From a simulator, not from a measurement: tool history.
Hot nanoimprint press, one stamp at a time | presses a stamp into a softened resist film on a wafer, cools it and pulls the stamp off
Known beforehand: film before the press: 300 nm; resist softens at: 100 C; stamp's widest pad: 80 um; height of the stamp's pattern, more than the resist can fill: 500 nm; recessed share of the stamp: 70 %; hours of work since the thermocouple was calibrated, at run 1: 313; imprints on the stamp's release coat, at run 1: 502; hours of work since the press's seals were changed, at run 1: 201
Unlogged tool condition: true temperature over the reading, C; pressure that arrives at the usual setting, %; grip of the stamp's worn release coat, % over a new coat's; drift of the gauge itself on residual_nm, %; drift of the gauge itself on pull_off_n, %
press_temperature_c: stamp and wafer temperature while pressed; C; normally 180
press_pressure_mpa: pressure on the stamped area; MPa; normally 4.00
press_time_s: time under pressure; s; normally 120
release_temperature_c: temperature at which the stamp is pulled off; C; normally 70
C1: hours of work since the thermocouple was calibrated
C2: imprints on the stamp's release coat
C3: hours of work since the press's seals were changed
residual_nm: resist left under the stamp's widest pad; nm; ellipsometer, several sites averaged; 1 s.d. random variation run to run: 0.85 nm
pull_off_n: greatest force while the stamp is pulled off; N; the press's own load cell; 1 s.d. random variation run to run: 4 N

{"run": 1, "hour": 0.0, "press_temperature_c": 180, "press_pressure_mpa": 4.0, "press_time_s": 120, "release_temperature_c": 70, "C1": 313, "C2": 502, "C3": 201, "residual_nm": 124.4, "pull_off_n": 223}
{"hour": 15.3, "done": "plate thermocouple calibrated"}
{"hour": 43.0, "done": "stamp cleaned and given a new release coat"}
{"run": 2, "hour": 43.0, "press_temperature_c": 180, "press_pressure_mpa": 4.0, "press_time_s": 120, "release_temperature_c": 70, "C1": 15, "C2": 0, "C3": 225, "residual_nm": 127.4, "pull_off_n": 207}
{"run": 3, "hour": 100.4, "press_temperature_c": 180, "press_pressure_mpa": 4.0, "press_time_s": 120, "release_temperature_c": 70, "C1": 56, "C2": 228, "C3": 265, "residual_nm": 128.9, "pull_off_n": 211}
{"run": 4, "hour": 142.5, "press_temperature_c": 171, "press_pressure_mpa": 4.0, "press_time_s": 120, "release_temperature_c": 70, "C1": 85, "C2": 395, "C3": 295, "residual_nm": 184.3, "pull_off_n": 221}
{"hour": 212.8, "done": "stamp cleaned and given a new release coat"}
{"run": 5, "hour": 225.2, "press_temperature_c": 171, "press_pressure_mpa": 4.0, "press_time_s": 120, "release_temperature_c": 70, "C1": 139, "C2": 49, "C3": 349, "residual_nm": 187.1, "pull_off_n": 207}
{"run": 6, "hour": 261.8, "press_temperature_c": 171, "press_pressure_mpa": 4.0, "press_time_s": 120, "release_temperature_c": 70, "C1": 165, "C2": 195, "C3": 374, "residual_nm": 188.8, "pull_off_n": 209}
{"run": 7, "hour": 298.5, "press_temperature_c": 180, "press_pressure_mpa": 4.0, "press_time_s": 87, "release_temperature_c": 70, "C1": 190, "C2": 340, "C3": 400, "residual_nm": 150.2, "pull_off_n": 211}
{"hour": 329.8, "done": "plate thermocouple calibrated, once more"}
{"hour": 384.3, "done": "stamp cleaned and given a new release coat"}
{"run": 8, "hour": 385.7, "press_temperature_c": 180, "press_pressure_mpa": 4.0, "press_time_s": 87, "release_temperature_c": 61, "C1": 35, "C2": 5, "C3": 455, "residual_nm": 132.1, "pull_off_n": 211}
{"run": 9, "hour": 447.8, "press_temperature_c": 180, "press_pressure_mpa": 4.0, "press_time_s": 120, "release_temperature_c": 70, "C1": 79, "C2": 252, "C3": 499, "residual_nm": 117.7, "pull_off_n": 209}
{"run": 10, "hour": 497.1, "press_temperature_c": 180, "press_pressure_mpa": 4.0, "press_time_s": 120, "release_temperature_c": 77, "C1": 113, "C2": 448, "C3": 533, "residual_nm": 118.7, "pull_off_n": 211}
{"run": 11, "hour": 530.5, "press_temperature_c": 180, "press_pressure_mpa": 4.0, "press_time_s": 167, "release_temperature_c": 77, "C1": 137, "C2": 581, "C3": 557, "residual_nm": 104.5, "pull_off_n": 222}
{"hour": 554.6, "done": "stamp cleaned and given a new release coat"}
{"run": 12, "hour": 602.9, "press_temperature_c": 180, "press_pressure_mpa": 4.0, "press_time_s": 167, "release_temperature_c": 77, "C1": 183, "C2": 192, "C3": 603, "residual_nm": 106.6, "pull_off_n": 205}
{"run": 13, "hour": 679.8, "press_temperature_c": 180, "press_pressure_mpa": 4.0, "press_time_s": 167, "release_temperature_c": 77, "C1": 237, "C2": 497, "C3": 657, "residual_nm": 107.8, "pull_off_n": 209}
{"hour": 722.2, "done": "stamp cleaned and given a new release coat"}
{"run": 14, "hour": 722.9, "press_temperature_c": 180, "press_pressure_mpa": 4.0, "press_time_s": 167, "release_temperature_c": 77, "C1": 264, "C2": 3, "C3": 684, "residual_nm": 108.4, "pull_off_n": 192}
{"hour": 750.4, "done": "press's hydraulic seals changed and the load cell set to zero"}
{"run": 15, "hour": 799.4, "press_temperature_c": 180, "press_pressure_mpa": 4.78, "press_time_s": 120, "release_temperature_c": 65, "C1": 312, "C2": 275, "C3": 34, "residual_nm": 113.7, "pull_off_n": 217}
{"hour": 816.4, "done": "plate thermocouple calibrated"}
{"run": 16, "hour": 868.0, "press_temperature_c": 180, "press_pressure_mpa": 4.78, "press_time_s": 120, "release_temperature_c": 65, "C1": 36, "C2": 535, "C3": 80, "residual_nm": 107.5, "pull_off_n": 222}
{"hour": 901.9, "done": "stamp cleaned and given a new release coat"}
{"run": 17, "hour": 913.2, "press_temperature_c": 180, "press_pressure_mpa": 2.52, "press_time_s": 120, "release_temperature_c": 75, "C1": 64, "C2": 44, "C3": 108, "residual_nm": 142.8, "pull_off_n": 194}
{"run": 18, "hour": 972.7, "press_temperature_c": 180, "press_pressure_mpa": 2.52, "press_time_s": 120, "release_temperature_c": 75, "C1": 106, "C2": 281, "C3": 150, "residual_nm": 143.1, "pull_off_n": 208}
{"run": 19, "hour": 1030.4, "press_temperature_c": 180, "press_pressure_mpa": 2.52, "press_time_s": 120, "release_temperature_c": 75, "C1": 146, "C2": 510, "C3": 190, "residual_nm": 146.1, "pull_off_n": 215}
{"hour": 1071.4, "done": "stamp cleaned and given a new release coat"}
{"run": 20, "hour": 1103.1, "press_temperature_c": 179, "press_pressure_mpa": 2.69, "press_time_s": 116, "release_temperature_c": 60, "C1": 193, "C2": 126, "C3": 237, "residual_nm": 147.8, "pull_off_n": 218}
{"run": 21, "hour": 1137.3, "press_temperature_c": 169, "press_pressure_mpa": 2.69, "press_time_s": 116, "release_temperature_c": 60, "C1": 217, "C2": 262, "C3": 261, "residual_nm": 212.3, "pull_off_n": 222}
{"run": 22, "hour": 1216.3, "press_temperature_c": 169, "press_pressure_mpa": 4.33, "press_time_s": 116, "release_temperature_c": 77, "C1": 272, "C2": 576, "C3": 317, "residual_nm": 184.1, "pull_off_n": 225}
{"hour": 1240.3, "done": "stamp cleaned and given a new release coat"}
{"hour": 1293.4, "done": "plate thermocouple calibrated"}
{"run": 23, "hour": 1294.4, "press_temperature_c": 190, "press_pressure_mpa": 4.0, "press_time_s": 88, "release_temperature_c": 70, "C1": 1, "C2": 203, "C3": 365, "residual_nm": 88.4, "pull_off_n": 206}
{"run": 24, "hour": 1339.4, "press_temperature_c": 190, "press_pressure_mpa": 2.73, "press_time_s": 184, "release_temperature_c": 70, "C1": 32, "C2": 382, "C3": 397, "residual_nm": 77.4, "pull_off_n": 208}
{"hour": 1413.2, "done": "stamp cleaned and given a new release coat"}
{"run": 25, "hour": 1421.4, "press_temperature_c": 190, "press_pressure_mpa": 2.73, "press_time_s": 184, "release_temperature_c": 70, "C1": 86, "C2": 33, "C3": 450, "residual_nm": 79.5, "pull_off_n": 202}
{"run": 26, "hour": 1473.6, "press_temperature_c": 188, "press_pressure_mpa": 4.0, "press_time_s": 149, "release_temperature_c": 70, "C1": 122, "C2": 240, "C3": 487, "residual_nm": 79.4, "pull_off_n": 206}
{"run": 27, "hour": 1511.5, "press_temperature_c": 188, "press_pressure_mpa": 4.0, "press_time_s": 149, "release_temperature_c": 70, "C1": 149, "C2": 391, "C3": 514, "residual_nm": 79.5, "pull_off_n": 221}

Hidden state at the last listed run before each entry between runs and at the first one after, where it differs:
Logged between run 1 and run 2: plate thermocouple calibrated (hour 15.3); stamp cleaned and given a new release coat (hour 43.0)
  true temperature over the reading, C: -1.53 -> -2.31; pressure that arrives at the usual setting, %: 98.25 -> 98.07; grip of the stamp's worn release coat, % over a new coat's: 12 -> 0
  difference, measured minus the result without the unlogged condition, residual_nm: +8.6 -> +12.6 nm; pull_off_n: +26 -> +2 N
Logged between run 4 and run 5: stamp cleaned and given a new release coat (hour 212.8)
  true temperature over the reading, C: -2.65 -> -2.92; pressure that arrives at the usual setting, %: 97.55 -> 97.12; grip of the stamp's worn release coat, % over a new coat's: 9.4 -> 1.2
  difference, measured minus the result without the unlogged condition, residual_nm: +18.9 -> +21.0 nm; pull_off_n: +22 -> +6 N
Logged between run 7 and run 8: plate thermocouple calibrated, once more (hour 329.8); stamp cleaned and given a new release coat (hour 384.3)
  true temperature over the reading, C: -3.16 -> -0.15; pressure that arrives at the usual setting, %: 96.7 -> 96.22; grip of the stamp's worn release coat, % over a new coat's: 8.1 -> 0.1
  difference, measured minus the result without the unlogged condition, residual_nm: +19.2 -> +3.0 nm; pull_off_n: +19 -> +0 N
Logged between run 11 and run 12: stamp cleaned and given a new release coat (hour 554.6)
  true temperature over the reading, C: -0.66 -> -0.9; pressure that arrives at the usual setting, %: 95.39 -> 94.96; grip of the stamp's worn release coat, % over a new coat's: 13.9 -> 4.6
  difference, measured minus the result without the unlogged condition, residual_nm: +5.2 -> +6.5 nm; pull_off_n: +28 -> +10 N
Logged between run 13 and run 14: stamp cleaned and given a new release coat (hour 722.2)
  true temperature over the reading, C: -1.16 -> -1.3; pressure that arrives at the usual setting, %: 94.5 -> 94.28; grip of the stamp's worn release coat, % over a new coat's: 11.9 -> 0.1
  difference, measured minus the result without the unlogged condition, residual_nm: +7.9 -> +8.8 nm; pull_off_n: +24 -> +2 N
Logged between run 14 and run 15: press's hydraulic seals changed and the load cell set to zero (hour 750.4)
  true temperature over the reading, C: -1.3 -> -1.54; pressure that arrives at the usual setting, %: 94.28 -> 99.64; grip of the stamp's worn release coat, % over a new coat's: 0.1 -> 6.5
  difference, measured minus the result without the unlogged condition, residual_nm: +8.8 -> +7.4 nm; pull_off_n: +2 -> +15 N
Logged between run 15 and run 16: plate thermocouple calibrated (hour 816.4)
  true temperature over the reading, C: -1.54 -> -0.13; pressure that arrives at the usual setting, %: 99.64 -> 99.27; grip of the stamp's worn release coat, % over a new coat's: 6.5 -> 12.8
  difference, measured minus the result without the unlogged condition, residual_nm: +7.4 -> +1.0 nm; pull_off_n: +15 -> +26 N
Logged between run 16 and run 17: stamp cleaned and given a new release coat (hour 901.9)
  true temperature over the reading, C: -0.13 -> -0.24; pressure that arrives at the usual setting, %: 99.27 -> 99.02; grip of the stamp's worn release coat, % over a new coat's: 12.8 -> 1
  difference, measured minus the result without the unlogged condition, residual_nm: +1.0 -> +1.7 nm; pull_off_n: +26 -> +2 N
Logged between run 19 and run 20: stamp cleaned and given a new release coat (hour 1071.4)
  true temperature over the reading, C: -0.62 -> -0.84; pressure that arrives at the usual setting, %: 98.34 -> 97.98; grip of the stamp's worn release coat, % over a new coat's: 12.2 -> 3
  difference, measured minus the result without the unlogged condition, residual_nm: +4.0 -> +5.4 nm; pull_off_n: +24 -> +8 N
Logged between run 22 and run 23: stamp cleaned and given a new release coat (hour 1240.3); plate thermocouple calibrated (hour 1293.4)
  true temperature over the reading, C: -1.26 -> 0; pressure that arrives at the usual setting, %: 97.32 -> 96.91; grip of the stamp's worn release coat, % over a new coat's: 13.8 -> 4.8
  difference, measured minus the result without the unlogged condition, residual_nm: +10.2 -> +1.3 nm; pull_off_n: +29 -> +10 N
Logged between run 24 and run 25: stamp cleaned and given a new release coat (hour 1413.2)
  true temperature over the reading, C: -0.16 -> -0.41; pressure that arrives at the usual setting, %: 96.65 -> 96.18; grip of the stamp's worn release coat, % over a new coat's: 9.1 -> 0.8
  difference, measured minus the result without the unlogged condition, residual_nm: +1.4 -> +2.3 nm; pull_off_n: +18 -> +2 N
